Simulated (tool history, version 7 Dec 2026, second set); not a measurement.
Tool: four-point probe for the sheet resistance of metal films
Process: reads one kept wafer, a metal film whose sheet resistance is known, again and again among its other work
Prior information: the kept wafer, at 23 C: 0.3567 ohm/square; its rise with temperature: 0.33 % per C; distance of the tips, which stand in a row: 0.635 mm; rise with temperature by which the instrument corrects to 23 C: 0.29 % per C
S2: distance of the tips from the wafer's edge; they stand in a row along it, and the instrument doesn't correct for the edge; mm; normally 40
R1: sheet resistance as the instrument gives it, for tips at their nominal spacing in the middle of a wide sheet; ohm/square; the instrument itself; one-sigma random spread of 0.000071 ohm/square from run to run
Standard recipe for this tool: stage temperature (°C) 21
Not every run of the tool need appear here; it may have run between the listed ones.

run 1 day=0 | stage_temperature_(°C)=21 S2=40 | R1=0.358451
run 2 day=1.262 | stage_temperature_(°C)=31 S2=40 | R1=0.359908
run 3 day=2.092 | stage_temperature_(°C)=27 S2=40 | R1=0.359341
run 4 day=3.262 | stage_temperature_(°C)=35 S2=40 | R1=0.360434
run 5 day=4.312 | stage_temperature_(°C)=21 S2=12 | R1=0.359137
run 6 day=6.05 | stage_temperature_(°C)=21 S2=12 | R1=0.359098
run 7 day=7.771 | stage_temperature_(°C)=21 S2=12 | R1=0.359298
run 8 day=9.088 | stage_temperature_(°C)=21 S2=12 | R1=0.359284
run 9 day=10.421 | stage_temperature_(°C)=21 S2=12 | R1=0.359301
run 10 day=12.304 | stage_temperature_(°C)=21 S2=12 | R1=0.359258
run 11 day=13.917 | stage_temperature_(°C)=21 S2=32 | R1=0.358908
run 12 day=15.096 | stage_temperature_(°C)=18 S2=48 | R1=0.358538
run 13 day=16.708 | stage_temperature_(°C)=18 S2=48 | R1=0.358645
run 14 day=18.508 | stage_temperature_(°C)=23 S2=26 | R1=0.359378
run 15 day=19.9 | stage_temperature_(°C)=23 S2=26 | R1=0.359397
run 16 day=21.175 | stage_temperature_(°C)=23 S2=26 | R1=0.359457

Run 17 has not been measured yet. What should we expect?
run 17 day=22.096 | stage_temperature_(°C)=21 S2=39 | R1=?

R1: 0.359204 ohm/square
Minus the tool's unlogged condition, the same run would have read R1 0.356532 ohm/square.
